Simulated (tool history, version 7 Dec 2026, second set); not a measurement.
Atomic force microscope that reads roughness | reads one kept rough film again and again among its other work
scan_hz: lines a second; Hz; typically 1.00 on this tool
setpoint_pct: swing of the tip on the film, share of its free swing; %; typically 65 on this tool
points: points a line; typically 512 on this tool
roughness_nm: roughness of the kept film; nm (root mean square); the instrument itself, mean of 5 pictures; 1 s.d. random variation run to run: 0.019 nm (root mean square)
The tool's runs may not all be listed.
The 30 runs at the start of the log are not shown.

run	hour	scan_hz	setpoint_pct	points	roughness_nm
31	774.2	3.07	72	493	4.292
32	788.6	0.82	82	283	4.433
# hour 808.6: new tip fitted
33	813.3	0.82	67	650	4.606
34	839.1	1.56	79	625	4.418
35	856.3	1.82	65	961	4.577
36	888.2	3.68	65	483	4.413
37	910.7	3.68	65	483	4.397
38	927.7	1.42	71	433	4.527
39	941.7	1.42	71	433	4.514
40	962.5	0.57	71	600	4.619
41	985.8	0.84	60	512	4.635
# hour 998.0: new tip fitted
42	1014.7	1.00	84	512	4.500
43	1036.2	1.58	76	512	4.464
44	1065.4	0.59	76	533	4.615
45	1086.7	2.65	60	512	4.530
46	1102.7	2.65	60	512	4.548
47	1133.5	2.65	77	599	4.263
48	1166.5	2.52	84	412	4.137
# hour 1185.6: new tip fitted
49	1199.2	2.52	84	412	4.130
50	1218.3	2.52	84	412	4.147

Run 51, settings as shown, results not yet in. Your forecast:
51	1233.4	2.52	84	412	?

roughness_nm: 4.106 nm (root mean square)
Take away the tool's hidden state, keep the run-to-run variation as it was, and the same run would have given roughness_nm 4.111 nm (root mean square).
